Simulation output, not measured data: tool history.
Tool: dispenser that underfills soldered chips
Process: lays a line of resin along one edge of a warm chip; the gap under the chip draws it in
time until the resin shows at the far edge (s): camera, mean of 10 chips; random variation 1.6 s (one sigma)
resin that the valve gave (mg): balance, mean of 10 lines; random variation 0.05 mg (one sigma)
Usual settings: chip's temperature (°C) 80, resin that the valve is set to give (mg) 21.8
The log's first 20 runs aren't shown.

run	hour	chip's temperature (°C)	resin that the valve is set to give (mg)	hours of work since the syringe was changed	hours of work since the valve was cleaned	hours of work since the stage was calibrated	time until the resin shows at the far edge (s)	resin that the valve gave (mg)
21	73	94	21.8	6	11	159	152.5	21.7
# hour 73.9: new syringe of resin
22	76.1	69	20.1	1	13	161	246	19.92
23	78.2	69	20.1	3	14	162	271.2	19.98
24	80.8	69	20.1	4	16	164	310.6	19.96
25	83.2	69	20.1	6	18	165	353.4	20.01
# hour 84: new syringe of resin
26	85.9	75	21.8	1	19	167	195.8	21.64
27	90.2	93	19.9	4	22	170	136.5	19.68
# hour 94: new syringe of resin
28	95.2	71	21.5	1	25	173	216.9	21.2
29	99.4	71	21.5	4	28	175	270.1	21.24
30	102.8	71	21.5	6	30	178	320.5	21.15
# hour 103.9: new syringe of resin
31	106.9	70	19.5	2	33	180	254.2	19.13
32	110.5	70	28.1	4	35	183	287.2	27.61
# hour 114.1: new syringe of resin
33	114.4	78	19.2	0	37	185	168.2	18.79
34	118.1	71	20.5	3	40	187	252.2	20.04
35	122.3	71	20.5	5	43	190	309.9	20.04

Forecast each of these 4 alternatives for the next run:
# hour 124.3: new syringe of resin
A	126.1	78	19.4	1	45	192	?	?
# hour 124.3: new syringe of resin
B	126.1	65	20.1	1	45	192	?	?
# hour 124.3: new syringe of resin
C	126.1	86	22.9	1	45	192	?	?
# hour 124.3: new syringe of resin
D	126.1	71	18.7	1	45	192	?	?

run	time until the resin shows at the far edge (s)	resin that the valve gave (mg)
A	180.6	18.94
B	280.7	19.69
C	136.7	22.34
D	230.2	18.29
Without the tool's hidden state the same runs would have given:
run	time until the resin shows at the far edge (s)	resin that the valve gave (mg)
A	167.7	19.42
B	261.3	20.18
C	127.1	22.9
D	213.7	18.75
